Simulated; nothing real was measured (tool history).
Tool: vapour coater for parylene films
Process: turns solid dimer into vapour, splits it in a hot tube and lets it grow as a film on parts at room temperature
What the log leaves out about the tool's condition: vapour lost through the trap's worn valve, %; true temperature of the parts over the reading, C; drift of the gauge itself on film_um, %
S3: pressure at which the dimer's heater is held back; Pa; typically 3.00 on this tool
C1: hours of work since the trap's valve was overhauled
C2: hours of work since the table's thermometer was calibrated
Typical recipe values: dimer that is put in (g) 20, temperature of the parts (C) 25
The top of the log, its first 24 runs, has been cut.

run 25 day=19.312 | dimer_that_is_put_in_(g)=19 temperature_of_the_parts_(C)=25 S3=2.30 | C1=112 C2=653 | thickness_of_the_film_(um)=3.65
run 26 day=20.100 | dimer_that_is_put_in_(g)=33 temperature_of_the_parts_(C)=27 S3=3.85 | C1=125 C2=666 | thickness_of_the_film_(um)=5.25
run 27 day=21.204 | dimer_that_is_put_in_(g)=19 temperature_of_the_parts_(C)=29 S3=2.63 | C1=144 C2=685 | thickness_of_the_film_(um)=3.14
run 28 day=22.283 | dimer_that_is_put_in_(g)=19 temperature_of_the_parts_(C)=29 S3=2.63 | C1=163 C2=704 | thickness_of_the_film_(um)=3.09
run 29 day=23.117 | dimer_that_is_put_in_(g)=20 temperature_of_the_parts_(C)=34 S3=7.19 | C1=177 C2=718 | thickness_of_the_film_(um)=2.21
run 30 day=24.096 | dimer_that_is_put_in_(g)=20 temperature_of_the_parts_(C)=34 S3=7.19 | C1=194 C2=735 | thickness_of_the_film_(um)=2.20
run 31 day=24.792 | dimer_that_is_put_in_(g)=20 temperature_of_the_parts_(C)=34 S3=7.19 | C1=206 C2=747 | thickness_of_the_film_(um)=2.25
run 32 day=25.729 | dimer_that_is_put_in_(g)=20 temperature_of_the_parts_(C)=34 S3=7.19 | C1=222 C2=764 | thickness_of_the_film_(um)=2.19
run 33 day=26.525 | dimer_that_is_put_in_(g)=15 temperature_of_the_parts_(C)=19 S3=7.14 | C1=236 C2=777 | thickness_of_the_film_(um)=2.50
run 34 day=27.617 | dimer_that_is_put_in_(g)=26 temperature_of_the_parts_(C)=34 S3=7.14 | C1=255 C2=796 | thickness_of_the_film_(um)=2.84
-- day=28.308 table's thermometer calibrated
run 35 day=28.425 | dimer_that_is_put_in_(g)=20 temperature_of_the_parts_(C)=25 S3=10.98 | C1=268 C2=2 | thickness_of_the_film_(um)=2.60
run 36 day=29.042 | dimer_that_is_put_in_(g)=22 temperature_of_the_parts_(C)=32 S3=8.28 | C1=279 C2=13 | thickness_of_the_film_(um)=2.44
run 37 day=29.962 | dimer_that_is_put_in_(g)=19 temperature_of_the_parts_(C)=25 S3=3.08 | C1=295 C2=29 | thickness_of_the_film_(um)=3.34

Run 38 is up next; what results do you expect?
run 38 day=30.971 | dimer_that_is_put_in_(g)=20 temperature_of_the_parts_(C)=29 S3=3.07 | C1=312 C2=46 | thickness_of_the_film_(um)=?

Run 38 produced thickness of the film (um) 3.09.
Without the tool's hidden state the same run would have given thickness of the film (um) 3.46.
